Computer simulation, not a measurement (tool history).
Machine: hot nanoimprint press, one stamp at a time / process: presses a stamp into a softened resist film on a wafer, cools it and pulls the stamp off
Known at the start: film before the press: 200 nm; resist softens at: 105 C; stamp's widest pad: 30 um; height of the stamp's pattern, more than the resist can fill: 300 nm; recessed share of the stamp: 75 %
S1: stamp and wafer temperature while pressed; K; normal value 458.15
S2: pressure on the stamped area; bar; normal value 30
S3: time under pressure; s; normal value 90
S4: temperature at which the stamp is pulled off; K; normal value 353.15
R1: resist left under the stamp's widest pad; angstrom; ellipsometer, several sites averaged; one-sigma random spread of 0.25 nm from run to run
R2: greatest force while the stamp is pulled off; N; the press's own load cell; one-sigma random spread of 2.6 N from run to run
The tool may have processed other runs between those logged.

| run | hour | S1 | S2 | S3 | S4 | R1 | R2 |
|---|---|---|---|---|---|---|---|
| 1 | 0 | 458.15 | 30 | 90 | 353.15 | 820 | 180 |
| 2 | 8.1 | 458.15 | 30 | 90 | 353.15 | 816 | 183 |
| 3 | 19.4 | 458.15 | 30 | 90 | 353.15 | 822 | 176 |
| 4 | 34.1 | 458.15 | 30 | 90 | 353.15 | 827 | 184 |
| 5 | 40.4 | 458.15 | 30 | 90 | 353.15 | 823 | 177 |
| 6 | 50.6 | 458.15 | 44.9 | 90 | 353.15 | 674 | 174 |
| 7 | 61 | 458.15 | 44.9 | 90 | 353.15 | 674 | 176 |
| 8 | 73.5 | 458.15 | 44.9 | 90 | 353.15 | 672 | 181 |
| 9 | 87.4 | 458.15 | 30 | 90 | 339.15 | 825 | 198 |
| 10 | 96.2 | 458.15 | 30 | 90 | 356.15 | 826 | 172 |
| 11 | 107.4 | 458.15 | 30 | 90 | 356.15 | 826 | 173 |
| 12 | 120.5 | 458.15 | 30 | 90 | 346.15 | 824 | 189 |
| 13 | 132.6 | 458.15 | 36.8 | 90 | 353.15 | 746 | 176 |
| 14 | 141.7 | 458.15 | 36.8 | 90 | 353.15 | 749 | 178 |
| 15 | 151.9 | 458.15 | 30 | 77 | 353.15 | 875 | 180 |
| 16 | 163.8 | 458.15 | 30 | 83 | 357.15 | 863 | 177 |
| 17 | 178 | 454.15 | 27.9 | 83 | 357.15 | 1038 | 171 |
| 18 | 185.4 | 454.15 | 27.9 | 83 | 357.15 | 1040 | 176 |
| 19 | 194.6 | 458.15 | 30 | 90 | 345.15 | 827 | 187 |
| 20 | 204.3 | 460.15 | 30 | 90 | 346.15 | 769 | 191 |
| 21 | 211.4 | 460.15 | 30 | 90 | 346.15 | 768 | 192 |
| 22 | 219.5 | 465.15 | 30 | 90 | 359.15 | 632 | 174 |
| 23 | 226.2 | 452.15 | 30 | 131 | 359.15 | 929 | 165 |
| 24 | 240.3 | 452.15 | 30 | 131 | 359.15 | 929 | 170 |
| 25 | 250.7 | 451.15 | 40.8 | 52 | 353.15 | 1162 | 179 |
| 26 | 257.4 | 469.15 | 30 | 89 | 352.15 | 547 | 183 |
| 27 | 267 | 469.15 | 30 | 89 | 352.15 | 547 | 177 |

Run 28 comes next. What will it give?
| 28 | 280.3 | 469.15 | 30 | 89 | 352.15 | ? | ? |

R1: 546 angstrom
R2: 178 N
With no hidden state in the tool, this same run would have given R1 533 angstrom, R2 177 N.

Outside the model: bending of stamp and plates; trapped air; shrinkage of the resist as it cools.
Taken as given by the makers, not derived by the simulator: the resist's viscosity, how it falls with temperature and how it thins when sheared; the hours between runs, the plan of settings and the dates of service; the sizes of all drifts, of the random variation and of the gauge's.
